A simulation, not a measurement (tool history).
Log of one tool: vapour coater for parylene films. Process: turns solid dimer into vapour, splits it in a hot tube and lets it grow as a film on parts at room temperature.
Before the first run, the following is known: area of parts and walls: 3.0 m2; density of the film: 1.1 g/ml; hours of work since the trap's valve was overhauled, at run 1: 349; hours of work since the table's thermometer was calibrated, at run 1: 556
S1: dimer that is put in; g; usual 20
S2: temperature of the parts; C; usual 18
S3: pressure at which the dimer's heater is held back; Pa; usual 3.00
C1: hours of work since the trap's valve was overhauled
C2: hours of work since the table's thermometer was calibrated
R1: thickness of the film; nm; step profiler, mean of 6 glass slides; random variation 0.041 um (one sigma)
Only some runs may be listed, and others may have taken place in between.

run,hour,S1,S2,S3,C1,C2,R1
1,0.0,20,18,3.00,349,556,4220
2,16.7,20,18,3.00,357,564,4160
3,43.0,20,18,5.56,370,577,3910
4,71.9,14,18,5.56,384,591,2740
5,92.1,14,18,5.56,394,601,2730
6,110.9,20,18,3.00,403,610,4190
7,138.7,12,18,3.00,417,624,2470
8,167.0,12,18,3.00,430,638,2510
9,194.7,20,24,3.00,444,651,3520
10,223.2,20,18,3.00,458,665,4120
11,238.9,15,18,3.00,466,673,3140
12,252.2,15,18,3.00,472,680,3110
13,277.9,15,18,3.00,485,692,3140
14,294.0,15,18,3.00,493,700,3140
15,308.2,15,18,3.00,500,707,3110
16,327.2,15,18,3.00,509,716,3140
17,344.0,15,18,3.00,517,725,3100
18,369.2,15,18,3.00,530,737,3130
19,382.5,15,18,3.00,536,743,3090
# hour 389.0: trap's valve overhauled
20,400.9,15,18,3.00,6,750,3310
21,431.8,15,18,3.00,21,766,3240
22,456.4,15,18,3.00,33,778,3350
23,486.7,15,18,3.00,48,792,3300
24,508.3,11,18,3.00,58,803,2420
25,534.4,28,16,3.00,71,816,6510
26,561.0,20,19,7.65,84,829,3860
27,590.9,20,19,7.65,99,843,3790
28,621.7,20,19,2.22,114,859,4350
29,646.1,20,19,2.22,126,870,4250
30,661.2,13,22,5.86,133,878,2310
31,681.3,10,16,6.62,143,888,2110
32,704.6,24,18,9.14,155,899,4600
33,731.1,18,19,3.12,168,912,3700
34,757.1,18,19,3.12,180,925,3690
35,778.9,20,11,3.00,191,935,5250
36,795.8,20,11,3.00,199,944,5160
37,817.3,20,30,3.00,210,954,3040
38,836.3,20,17,3.42,219,964,4310
39,858.7,20,12,3.00,230,975,5000
40,873.8,20,12,3.00,237,982,5070
41,904.7,20,18,5.16,253,997,3980
42,927.8,27,19,3.00,264,1008,5520
43,942.1,15,18,3.32,271,1015,3140
44,965.7,28,11,3.78,282,1027,6960
45,993.3,14,18,3.00,296,1040,2940
46,1020.2,9,18,3.48,309,1054,1860
47,1036.5,20,30,2.67,317,1062,3000

4 options for the next run, each taken on its own from the tool as it stands now. Forecast them:
A,1049.5,20,12,7.71,323,1068,?
B,1049.5,20,24,3.00,323,1068,?
C,1049.5,20,30,3.16,323,1068,?
D,1049.5,15,20,2.67,323,1068,?

run,R1
A,4510
B,3610
C,2940
D,2980
Take away the tool's hidden state, keep each run's random variation, and the runs would have read:
run,R1
A,4760
B,3810
C,3110
D,3150
